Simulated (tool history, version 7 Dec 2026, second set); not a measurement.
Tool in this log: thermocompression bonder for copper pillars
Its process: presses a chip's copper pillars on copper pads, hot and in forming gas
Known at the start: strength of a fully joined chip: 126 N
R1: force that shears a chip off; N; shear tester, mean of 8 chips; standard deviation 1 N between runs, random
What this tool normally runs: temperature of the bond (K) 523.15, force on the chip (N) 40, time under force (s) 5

{"run": 1, "day": 0.0, "temperature of the bond (K)": 523.15, "force on the chip (N)": 40, "time under force (s)": 5, "R1": 87.9}
{"day": 0.817, "done": "forming gas filter changed"}
{"run": 2, "day": 1.608, "temperature of the bond (K)": 523.15, "force on the chip (N)": 40, "time under force (s)": 5, "R1": 86.6}
{"run": 3, "day": 2.55, "temperature of the bond (K)": 523.15, "force on the chip (N)": 40, "time under force (s)": 5, "R1": 88.8}
{"run": 4, "day": 3.875, "temperature of the bond (K)": 523.15, "force on the chip (N)": 40, "time under force (s)": 5, "R1": 88.4}
{"run": 5, "day": 5.488, "temperature of the bond (K)": 523.15, "force on the chip (N)": 40, "time under force (s)": 5, "R1": 86.9}
{"run": 6, "day": 6.721, "temperature of the bond (K)": 504.15, "force on the chip (N)": 33, "time under force (s)": 8, "R1": 72.9}
{"run": 7, "day": 7.725, "temperature of the bond (K)": 504.15, "force on the chip (N)": 33, "time under force (s)": 8, "R1": 71.1}
{"run": 8, "day": 9.383, "temperature of the bond (K)": 532.15, "force on the chip (N)": 31, "time under force (s)": 8, "R1": 87.3}
{"run": 9, "day": 10.104, "temperature of the bond (K)": 518.15, "force on the chip (N)": 25, "time under force (s)": 5, "R1": 56.7}
{"run": 10, "day": 11.321, "temperature of the bond (K)": 518.15, "force on the chip (N)": 25, "time under force (s)": 5, "R1": 55.9}

Below are 5 alternative next runs, each starting from the tool's condition after run 10. Predict each:
{"run": "A", "day": 12.233, "temperature of the bond (K)": 541.15, "force on the chip (N)": 41, "time under force (s)": 5, "R1": "?"}
{"run": "B", "day": 12.233, "temperature of the bond (K)": 498.15, "force on the chip (N)": 40, "time under force (s)": 5, "R1": "?"}
{"run": "C", "day": 12.233, "temperature of the bond (K)": 516.15, "force on the chip (N)": 47, "time under force (s)": 3, "R1": "?"}
{"run": "D", "day": 12.233, "temperature of the bond (K)": 545.15, "force on the chip (N)": 38, "time under force (s)": 4, "R1": "?"}
{"run": "E", "day": 12.233, "temperature of the bond (K)": 512.15, "force on the chip (N)": 31, "time under force (s)": 3, "R1": "?"}

run=A R1=101.4
run=B R1=67.9
run=C R1=82.5
run=D R1=95.1
run=E R1=53.3
Stripped of hidden state, with their random variation kept, the same runs would have yielded:
run=A R1=101.6
run=B R1=67.8
run=C R1=82.4
run=D R1=95.2
run=E R1=53.2
